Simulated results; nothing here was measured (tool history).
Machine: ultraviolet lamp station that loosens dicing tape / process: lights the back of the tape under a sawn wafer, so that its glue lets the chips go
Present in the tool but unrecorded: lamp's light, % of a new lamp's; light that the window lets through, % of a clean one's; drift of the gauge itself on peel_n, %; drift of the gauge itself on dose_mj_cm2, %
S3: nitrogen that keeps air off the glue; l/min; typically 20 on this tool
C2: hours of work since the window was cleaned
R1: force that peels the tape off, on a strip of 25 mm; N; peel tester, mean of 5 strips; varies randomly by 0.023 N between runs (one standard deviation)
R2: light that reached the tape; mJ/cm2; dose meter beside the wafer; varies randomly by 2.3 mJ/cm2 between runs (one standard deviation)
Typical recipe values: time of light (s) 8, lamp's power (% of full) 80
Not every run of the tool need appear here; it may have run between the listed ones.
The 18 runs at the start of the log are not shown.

Run 19, day 12.596: usual settings but lamp's power (% of full) 94, S3 13 l/min; hours of work of the lamp 488; C2 189. Result: R1 1.414 N, R2 224 mJ/cm2.
Run 20, day 13.029: usual settings but lamp's power (% of full) 84, S3 12 l/min; hours of work of the lamp 492; C2 193. Result: R1 1.765 N, R2 202 mJ/cm2.
Run 21, day 13.992: usual settings but lamp's power (% of full) 97; hours of work of the lamp 501; C2 202. Result: R1 1.098 N, R2 227 mJ/cm2.
At day 14.408: window cleaned of glue's vapour.
Run 22, day 14.562: usual settings but lamp's power (% of full) 97; hours of work of the lamp 507; C2 1. Result: R1 0.938 N, R2 251 mJ/cm2.
Run 23, day 15.504: usual settings but time of light (s) 9; hours of work of the lamp 516; C2 11. Result: R1 1.048 N, R2 230 mJ/cm2.
Run 24, day 16.062: usual settings but time of light (s) 9; hours of work of the lamp 521; C2 16. Result: R1 1.094 N, R2 228 mJ/cm2.
Run 25, day 17.046: usual settings but time of light (s) 12; hours of work of the lamp 531; C2 26. Result: R1 0.627 N, R2 306 mJ/cm2.
Run 26, day 18.046: usual settings but time of light (s) 12; hours of work of the lamp 541; C2 35. Result: R1 0.665 N, R2 305 mJ/cm2.
Run 27, day 18.488: usual settings but time of light (s) 5; hours of work of the lamp 545; C2 40. Result: R1 2.904 N, R2 124 mJ/cm2.
Run 28, day 19.142: usual settings but time of light (s) 7, S3 37 l/min; hours of work of the lamp 551; C2 46. Result: R1 1.386 N, R2 173 mJ/cm2.
Run 29, day 19.625: usual settings but S3 14 l/min; hours of work of the lamp 556; C2 51. Result: R1 1.631 N, R2 197 mJ/cm2.
Run 30, day 20.088: usual settings but lamp's power (% of full) 72, S3 16 l/min; hours of work of the lamp 561; C2 55. Result: R1 1.846 N, R2 180 mJ/cm2.
Run 31, day 20.625: usual settings but lamp's power (% of full) 72, S3 16 l/min; hours of work of the lamp 566; C2 61. Result: R1 1.883 N, R2 177 mJ/cm2.
Run 32, day 21.350: usual settings but lamp's power (% of full) 72, S3 16 l/min; hours of work of the lamp 573; C2 68. Result: R1 1.822 N, R2 177 mJ/cm2.
Run 33, day 22.146: usual settings but lamp's power (% of full) 72, S3 16 l/min; hours of work of the lamp 581; C2 75. Result: R1 1.863 N, R2 175 mJ/cm2.
Run 34, day 23.046: usual settings but lamp's power (% of full) 82; hours of work of the lamp 589; C2 84. Result: R1 1.398 N, R2 200 mJ/cm2.

Branching from run 34: 3 alternative next runs. What would each branch give?
Run A, day 23.996: usual settings but time of light (s) 5, lamp's power (% of full) 82; hours of work of the lamp 599; C2 93. Result: R1 ?, R2 ?.
Run B, day 23.996: usual settings but time of light (s) 15; hours of work of the lamp 599; C2 93. Result: R1 ?, R2 ?.
Run C, day 23.996: usual settings but time of light (s) 4, lamp's power (% of full) 65, S3 17 l/min; hours of work of the lamp 599; C2 93. Result: R1 ?, R2 ?.

run     R1   R2
  A  2.745  127
  B  0.466  364
  C  4.574   83
Stripped of hidden state, with their random variation kept, the same runs would have yielded:
run     R1   R2
  A  2.247  148
  B  0.367  426
  C  4.027   96
